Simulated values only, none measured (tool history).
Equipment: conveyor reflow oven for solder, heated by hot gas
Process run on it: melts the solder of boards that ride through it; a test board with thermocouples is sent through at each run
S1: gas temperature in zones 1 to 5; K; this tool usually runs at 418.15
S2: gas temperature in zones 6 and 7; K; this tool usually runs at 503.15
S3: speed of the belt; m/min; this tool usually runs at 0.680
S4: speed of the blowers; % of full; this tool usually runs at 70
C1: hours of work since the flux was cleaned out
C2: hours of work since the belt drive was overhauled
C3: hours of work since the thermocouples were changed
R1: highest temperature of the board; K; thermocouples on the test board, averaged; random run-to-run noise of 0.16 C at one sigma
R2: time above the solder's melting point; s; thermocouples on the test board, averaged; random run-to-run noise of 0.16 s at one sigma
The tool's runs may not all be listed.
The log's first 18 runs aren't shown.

run	hour	S1	S2	S3	S4	C1	C2	C3	R1	R2
19	908.6	418.15	503.15	0.576	70	274	669	872	489.55	57.0
# hour 942.3: flux residue cleaned out of gas plates and filters
20	969.4	411.15	503.15	0.680	70	21	713	916	483.35	40.8
21	1014.8	418.15	514.15	0.680	73	57	749	952	494.75	50.4
22	1043.2	418.15	513.15	0.680	62	80	771	974	490.05	46.9
# hour 1069.3: belt drive overhauled, speed set with a stopwatch
23	1101.0	428.15	503.15	0.680	65	122	25	1017	485.55	48.0
24	1151.9	428.15	503.15	0.680	65	162	65	1057	485.25	47.8
25	1180.0	424.15	503.15	0.705	70	184	87	1079	484.75	44.8
26	1244.3	424.15	503.15	0.705	70	235	138	1130	484.85	44.5
27	1306.9	424.15	503.15	0.705	70	284	187	1179	485.05	44.4
# hour 1328.6: flux residue cleaned out of gas plates and filters
28	1355.0	422.15	510.15	0.566	78	21	221	1213	498.75	65.6
29	1397.6	422.15	510.15	0.566	78	54	255	1247	498.75	65.4
30	1434.9	418.15	505.15	0.680	72	84	284	1276	486.85	45.5

Here are 4 independent what-if runs from the current tool condition. What would each one return?
A	1477.1	407.15	505.15	0.680	72	117	318	1309	?	?
B	1477.1	422.15	518.15	0.680	72	117	318	1309	?	?
C	1477.1	418.15	503.15	0.680	85	117	318	1309	?	?
D	1477.1	418.15	503.15	0.635	70	117	318	1309	?	?

run	R1	R2
A	484.85	40.7
B	498.85	54.1
C	488.85	47.6
D	486.95	49.2
Take away the tool's hidden state, keep each run's random variation, and the runs would have read:
run	R1	R2
A	484.85	40.7
B	498.85	54.0
C	488.85	47.6
D	486.95	49.2
